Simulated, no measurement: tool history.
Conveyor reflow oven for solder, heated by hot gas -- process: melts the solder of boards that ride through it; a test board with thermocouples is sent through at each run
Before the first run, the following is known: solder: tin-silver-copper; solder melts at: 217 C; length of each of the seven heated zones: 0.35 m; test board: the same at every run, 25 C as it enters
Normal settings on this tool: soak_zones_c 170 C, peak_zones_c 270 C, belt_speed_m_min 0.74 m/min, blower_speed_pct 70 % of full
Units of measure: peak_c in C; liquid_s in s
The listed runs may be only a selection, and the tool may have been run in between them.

{"run": 1, "hour": 0.0, "soak_zones_c": 170, "peak_zones_c": 270, "belt_speed_m_min": 0.74, "blower_speed_pct": 70, "peak_c": 253.1, "liquid_s": 42.1}
{"run": 2, "hour": 53.0, "soak_zones_c": 170, "peak_zones_c": 270, "belt_speed_m_min": 0.74, "blower_speed_pct": 70, "peak_c": 252.9, "liquid_s": 42.1}
{"run": 3, "hour": 95.2, "soak_zones_c": 170, "peak_zones_c": 270, "belt_speed_m_min": 0.74, "blower_speed_pct": 70, "peak_c": 253.2, "liquid_s": 42.1}
{"run": 4, "hour": 166.5, "soak_zones_c": 170, "peak_zones_c": 270, "belt_speed_m_min": 0.74, "blower_speed_pct": 70, "peak_c": 251.6, "liquid_s": 41.7}
{"run": 5, "hour": 234.3, "soak_zones_c": 170, "peak_zones_c": 270, "belt_speed_m_min": 0.74, "blower_speed_pct": 61, "peak_c": 249.7, "liquid_s": 39.3}
{"hour": 293.7, "done": "flux residue cleaned out of gas plates and filters"}
{"run": 6, "hour": 300.9, "soak_zones_c": 170, "peak_zones_c": 270, "belt_speed_m_min": 0.74, "blower_speed_pct": 61, "peak_c": 253, "liquid_s": 41.3}
{"run": 7, "hour": 359.8, "soak_zones_c": 170, "peak_zones_c": 270, "belt_speed_m_min": 0.74, "blower_speed_pct": 61, "peak_c": 252, "liquid_s": 41.6}
{"run": 8, "hour": 403.7, "soak_zones_c": 170, "peak_zones_c": 266, "belt_speed_m_min": 0.74, "blower_speed_pct": 70, "peak_c": 250.3, "liquid_s": 41.4}
{"run": 9, "hour": 445.4, "soak_zones_c": 170, "peak_zones_c": 270, "belt_speed_m_min": 0.74, "blower_speed_pct": 70, "peak_c": 253.4, "liquid_s": 42.9}
{"run": 10, "hour": 516.1, "soak_zones_c": 170, "peak_zones_c": 270, "belt_speed_m_min": 0.74, "blower_speed_pct": 70, "peak_c": 254, "liquid_s": 43}
{"run": 11, "hour": 549.5, "soak_zones_c": 170, "peak_zones_c": 270, "belt_speed_m_min": 0.74, "blower_speed_pct": 70, "peak_c": 253.8, "liquid_s": 42.8}
{"run": 12, "hour": 616.6, "soak_zones_c": 157, "peak_zones_c": 270, "belt_speed_m_min": 0.74, "blower_speed_pct": 70, "peak_c": 251.2, "liquid_s": 38.5}
{"run": 13, "hour": 679.7, "soak_zones_c": 157, "peak_zones_c": 270, "belt_speed_m_min": 0.74, "blower_speed_pct": 70, "peak_c": 251.1, "liquid_s": 38.3}
{"run": 14, "hour": 742.6, "soak_zones_c": 170, "peak_zones_c": 270, "belt_speed_m_min": 0.74, "blower_speed_pct": 70, "peak_c": 253.2, "liquid_s": 42.3}
{"run": 15, "hour": 796.6, "soak_zones_c": 170, "peak_zones_c": 270, "belt_speed_m_min": 0.74, "blower_speed_pct": 70, "peak_c": 253.1, "liquid_s": 42.3}
{"run": 16, "hour": 852.9, "soak_zones_c": 177, "peak_zones_c": 273, "belt_speed_m_min": 0.74, "blower_speed_pct": 70, "peak_c": 255.9, "liquid_s": 45.7}
{"run": 17, "hour": 885.0, "soak_zones_c": 177, "peak_zones_c": 273, "belt_speed_m_min": 0.74, "blower_speed_pct": 70, "peak_c": 256, "liquid_s": 45.8}
{"run": 18, "hour": 960.6, "soak_zones_c": 179, "peak_zones_c": 268, "belt_speed_m_min": 0.74, "blower_speed_pct": 70, "peak_c": 253, "liquid_s": 44}

Run 19 is up next; what results do you expect?
{"run": 19, "hour": 1016.7, "soak_zones_c": 160, "peak_zones_c": 268, "belt_speed_m_min": 0.746, "blower_speed_pct": 59, "peak_c": "?", "liquid_s": "?"}

peak_c: 245.1 C
liquid_s: 33.8 s
Take away the tool's hidden state, keep the run-to-run variation as it was, and the same run would have given peak_c 248.5 C, liquid_s 35.9 s.

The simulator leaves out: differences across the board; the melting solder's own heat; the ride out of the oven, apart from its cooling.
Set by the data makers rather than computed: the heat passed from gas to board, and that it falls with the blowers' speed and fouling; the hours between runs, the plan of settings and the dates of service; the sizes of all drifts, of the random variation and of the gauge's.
